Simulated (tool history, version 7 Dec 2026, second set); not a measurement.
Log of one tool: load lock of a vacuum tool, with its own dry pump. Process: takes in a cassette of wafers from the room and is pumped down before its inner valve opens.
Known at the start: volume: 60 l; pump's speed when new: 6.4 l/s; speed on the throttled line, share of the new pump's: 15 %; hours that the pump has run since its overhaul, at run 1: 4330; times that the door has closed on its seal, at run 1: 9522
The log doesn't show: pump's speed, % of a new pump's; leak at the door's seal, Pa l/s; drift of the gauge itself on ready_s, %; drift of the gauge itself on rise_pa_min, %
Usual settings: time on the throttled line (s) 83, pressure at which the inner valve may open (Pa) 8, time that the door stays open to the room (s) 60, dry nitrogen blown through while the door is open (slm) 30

run      day  time on the throttled line (s)  pressure at which the inner valve may open (Pa)  time that the door stays open to the room (s)  dry nitrogen blown through while the door is open (slm)  hours that the pump has run since its overhaul  times that the door has closed on its seal  incoming humidity of the room's air, %  time from the closed door until the inner valve may open (s)  rise of the pressure with all valves shut (Pa/min)
  1        0                              83                                                8                                             60                                                       30                                            4330                                        9522                                      44                                                         160.3                                               0.033
  2   15.008                              83                                               10                                             60                                                       30                                            4690                                       10676                                    44.8                                                         156.6                                               0.034
  3   37.762                              83                                               10                                             60                                                       30                                            5236                                       12427                                    44.6                                                         157.8                                               0.039
  4   48.492                              83                                                8                                             73                                                       30                                            5494                                       13253                                    44.8                                                         158.5                                               0.035
  5   73.962                              83                                                8                                            132                                                       30                                            6105                                       15212                                    46.8                                                         160.3                                               0.049
  6   94.058                              83                                                8                                             60                                                       30                                            6587                                       16759                                    43.6                                                         159.3                                               0.034
  7  118.304                              83                                                8                                             60                                                       30                                            7169                                       18624                                    43.9                                                         159.1                                               0.033
  8  132.658                              83                                                8                                             60                                                       30                                            7514                                       19729                                    43.7                                                         158.8                                               0.036
  9  143.404                              83                                                8                                             60                                                       30                                            7772                                       20555                                    46.8                                                         160.7                                               0.041
 10  166.092                              59                                                8                                             60                                                       30                                            8316                                       22301                                    46.8                                                         138.3                                               0.039
 11  186.212                              59                                                8                                             60                                                       30                                            8799                                       23849                                      46                                                         138.9                                               0.037
 12  198.542                              59                                                8                                             60                                                       30                                            9095                                       24798                                    46.6                                                         139.8                                               0.037
 13  223.675                              59                                                8                                             60                                                       30                                            9698                                       26732                                    45.7                                                         138.9                                               0.037
 14  245.371                             159                                                8                                             60                                                       30                                           10219                                       28401                                    50.1                                                         223.9                                               0.039
 15  264.179                             159                                                8                                             60                                                       30                                           10670                                       29848                                    45.4                                                         225.4                                               0.035
 16  275.842                             159                                                8                                             60                                                       30                                           10950                                       30745                                      48                                                         224.6                                               0.037
     282.046  -- door's seal changed, seat wiped
 17  294.888                             159                                                8                                             60                                                       41                                           11406                                         988                                    46.9                                                         224.2                                               0.032
 18  319.225                             159                                                8                                             60                                                       41                                           11990                                        2861                                    46.7                                                         225.5                                               0.027
 19  331.025                              77                                                8                                             60                                                       37                                           12273                                        3769                                    44.9                                                         154.4                                               0.033
 20  345.125                              77                                                8                                             60                                                       37                                           12612                                        4853                                    46.7                                                         155.3                                               0.037
 21  368.992                              83                                                8                                             60                                                       22                                           13184                                        6690                                    42.6                                                         160.8                                               0.036
 22  394.912                              58                                                8                                            107                                                        5                                           13806                                        8684                                    40.8                                                         138.2                                               0.063
 23  420.821                              58                                                8                                            107                                                        5                                           14428                                       10678                                    42.2                                                         138.3                                               0.064
 24  442.446                              58                                                8                                             35                                                        9                                           14947                                       12342                                    46.7                                                         138.4                                               0.043
 25  461.467                              90                                                8                                             34                                                       33                                           15404                                       13805                                    46.3                                                         164.8                                               0.029
 26  485.012                              87                                               14                                             60                                                       30                                           15969                                       15617                                    43.7                                                           157                                               0.032
 27  500.862                              87                                               14                                             60                                                       30                                           16349                                       16836                                    42.8                                                         157.9                                                0.03
 28  515.067                              48                                                9                                             60                                                       30                                           16690                                       17929                                    43.7                                                         127.6                                               0.039
 29  538.604                              48                                                9                                             60                                                       30                                           17255                                       19740                                    42.4                                                         128.3                                               0.031
 30  563.217                             137                                                9                                             60                                                       30                                           17846                                       21634                                    45.2                                                         204.1                                               0.038
 31  583.667                             137                                                7                                            137                                                       42                                           18337                                       23208                                    40.9                                                         207.5                                                0.04
     590.308  -- dry pump taken out, an overhauled one fitted
 32  603.446                              83                                               12                                            240                                                       30                                             315                                       24710                                    44.7                                                         154.2                                               0.064
 33  615.275                             161                                               13                                             53                                                       20                                             599                                       25620                                    48.4                                                         221.8                                               0.043
 34  632.112                              69                                               14                                             90                                                       20                                            1003                                       26916                                    47.7                                                         142.3                                               0.051
 35  642.629                             112                                                8                                             32                                                        8                                            1256                                       27725                                    42.4                                                         183.4                                                0.04
 36  665.162                              83                                                6                                             39                                                        7                                            1796                                       29459                                    49.1                                                           162                                               0.054

Hidden state at the last listed run before each entry between runs and at the first one after, where it differs:
Between runs 16 and 17: door's seal changed, seat wiped (day 282.046)
  leak at the door's seal, Pa l/s: 0.0036 -> 0.002
Between runs 31 and 32: dry pump taken out, an overhauled one fitted (day 590.308)
  pump's speed, % of a new pump's: 99.9 -> 100; leak at the door's seal, Pa l/s: 0.003 -> 0.0032

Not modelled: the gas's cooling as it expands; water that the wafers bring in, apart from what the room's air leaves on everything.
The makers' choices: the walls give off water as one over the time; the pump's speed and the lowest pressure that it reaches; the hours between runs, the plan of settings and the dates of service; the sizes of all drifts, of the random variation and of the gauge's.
